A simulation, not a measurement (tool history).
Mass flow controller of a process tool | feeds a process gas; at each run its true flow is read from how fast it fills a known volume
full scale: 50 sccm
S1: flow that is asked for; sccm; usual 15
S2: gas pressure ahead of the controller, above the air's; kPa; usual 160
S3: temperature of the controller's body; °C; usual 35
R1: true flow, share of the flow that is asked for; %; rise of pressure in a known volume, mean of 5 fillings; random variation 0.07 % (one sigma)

run,day,S1,S2,S3,R1
1,0.000,15,160,35,97.85
2,2.950,28,160,35,98.38
3,5.667,28,160,35,98.37
4,8.496,28,160,35,98.36
5,10.446,28,160,21,99.00
6,13.088,20,187,27,98.64
7,16.017,20,187,27,98.61
8,17.996,25,257,35,98.99
9,20.633,43,197,35,99.22
10,23.908,43,197,35,99.11

4 ways to go on from here, each from the tool as it stands after run 10. What would each give?
A,26.600,41,160,35,?
B,26.600,43,192,21,?
C,26.600,15,272,33,?
D,26.600,6,184,22,?

run,R1
A,98.85
B,99.82
C,98.63
D,98.32
Without the tool's hidden state the same runs would have given:
run,R1
A,98.85
B,99.82
C,98.64
D,98.33
